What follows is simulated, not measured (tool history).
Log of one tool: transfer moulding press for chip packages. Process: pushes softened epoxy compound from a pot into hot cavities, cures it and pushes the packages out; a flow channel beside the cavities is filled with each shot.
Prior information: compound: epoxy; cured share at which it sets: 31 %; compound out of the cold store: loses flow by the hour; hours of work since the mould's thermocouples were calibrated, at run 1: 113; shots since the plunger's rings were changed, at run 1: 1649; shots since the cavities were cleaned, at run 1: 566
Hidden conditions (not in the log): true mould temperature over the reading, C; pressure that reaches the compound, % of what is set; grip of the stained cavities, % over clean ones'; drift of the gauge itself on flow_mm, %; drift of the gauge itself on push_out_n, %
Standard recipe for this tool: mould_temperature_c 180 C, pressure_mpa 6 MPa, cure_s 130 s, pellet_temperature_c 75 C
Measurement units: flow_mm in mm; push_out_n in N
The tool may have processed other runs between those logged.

run	day	mould_temperature_c	pressure_mpa	cure_s	pellet_temperature_c	hours of work since the mould's thermocouples were calibrated	shots since the plunger's rings were changed	shots since the cavities were cleaned	incoming compound's hours out of the cold store	flow_mm	push_out_n
1	0	180	6	130	75	113	1649	566	23.6	894	532
2	0.283	180	6	130	75	116	1688	605	18.5	923	543
3	0.704	180	6	130	75	121	1746	663	37.5	832	550
4	0.892	180	6	130	70	122	1772	689	42.7	815	546
5	1.254	180	6	130	70	126	1823	740	29.4	874	548
6	1.704	180	6	130	70	131	1885	802	40.8	818	579
7	1.975	180	6	130	75	133	1922	839	40.4	824	550
# day 2.196: cavities cleaned with cleaning compound and waxed
8	2.375	180	6	130	75	137	1969	25	11	944	389
9	2.642	180	6	130	75	139	2006	62	27.7	861	381
10	2.871	180	6	130	75	142	2038	94	9.4	951	415
11	3.058	180	6	130	75	144	2064	120	20.2	898	435
12	3.433	180	4.75	130	71	147	2116	172	8.5	857	462
13	3.625	180	5.26	128	83	149	2142	198	45.9	748	449
# day 3.742: mould's thermocouples calibrated
14	4.088	182	5.2	120	75	3	2195	251	17.4	840	497
15	4.271	182	5.51	148	74	5	2220	276	9.5	902	425
# day 4.567: mould's thermocouples calibrated, once more
16	4.721	178	6	130	71	2	2271	327	11.7	937	600
17	5.154	178	6	130	71	6	2331	387	14.6	943	592
18	5.583	178	6	130	71	10	2390	446	44.3	814	558
19	5.85	178	6	130	71	13	2427	483	29.9	856	577
20	6.092	176	6.02	130	73	15	2461	517	46.3	794	628
21	6.446	180	5.01	130	75	19	2510	566	33.6	757	527
22	6.804	177	5.4	136	66	22	2560	616	24.8	838	588

What if the next run were any one of these 4? Each begins from the tool's condition after run 22:
A	7.229	177	5.4	121	66	27	2618	674	44.3	?	?
B	7.229	177	4.56	136	66	27	2618	674	22.4	?	?
C	7.229	184	6	120	82	27	2618	674	18.6	?	?
D	7.229	177	5.4	147	66	27	2618	674	18.9	?	?

run	flow_mm	push_out_n
A	759	697
B	778	620
C	893	529
D	860	542
What these runs would have given with no unlogged condition in the tool:
run	flow_mm	push_out_n
A	796	436
B	816	389
C	937	329
D	902	338
